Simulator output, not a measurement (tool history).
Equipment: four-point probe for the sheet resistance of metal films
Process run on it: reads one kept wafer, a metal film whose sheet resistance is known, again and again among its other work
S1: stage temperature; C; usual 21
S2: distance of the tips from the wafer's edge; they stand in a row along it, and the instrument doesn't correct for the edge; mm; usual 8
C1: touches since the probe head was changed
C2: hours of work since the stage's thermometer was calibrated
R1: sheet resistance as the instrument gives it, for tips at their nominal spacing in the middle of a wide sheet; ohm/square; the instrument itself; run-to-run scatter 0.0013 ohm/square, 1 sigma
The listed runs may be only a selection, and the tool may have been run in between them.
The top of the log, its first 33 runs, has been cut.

run	day	S1	S2	C1	C2	R1
34	67.538	32	8	147852	525	6.298731
35	70.038	32	8	150003	556	6.299783
36	71.533	32	8	151293	575	6.300532
37	73.067	25	43	152610	594	6.255845
38	75.879	21	12	155031	630	6.28416
39	78.792	29	8	157535	666	6.306316
40	81.825	25	3	160148	704	6.60917
41	84.067	31	19	162075	732	6.265079
42	87.117	33	4	164699	770	6.458814
43	89.112	33	4	166416	795	6.459513
44	91.379	33	4	168367	823	6.459328

Alternative continuations, all from the tool just after run 44; predict every row:
A	93.238	23	11	169967	847	?
B	93.238	21	7	169967	847	?
C	93.238	21	11	169967	847	?
D	93.238	28	3	169967	847	?
E	93.238	34	9	169967	847	?

run	R1
A	6.293535
B	6.337233
C	6.297736
D	6.61369
E	6.29723
With no hidden state in the tool, these same runs would have given:
run	R1
A	6.225878
B	6.269125
C	6.23002
D	6.542921
E	6.229616
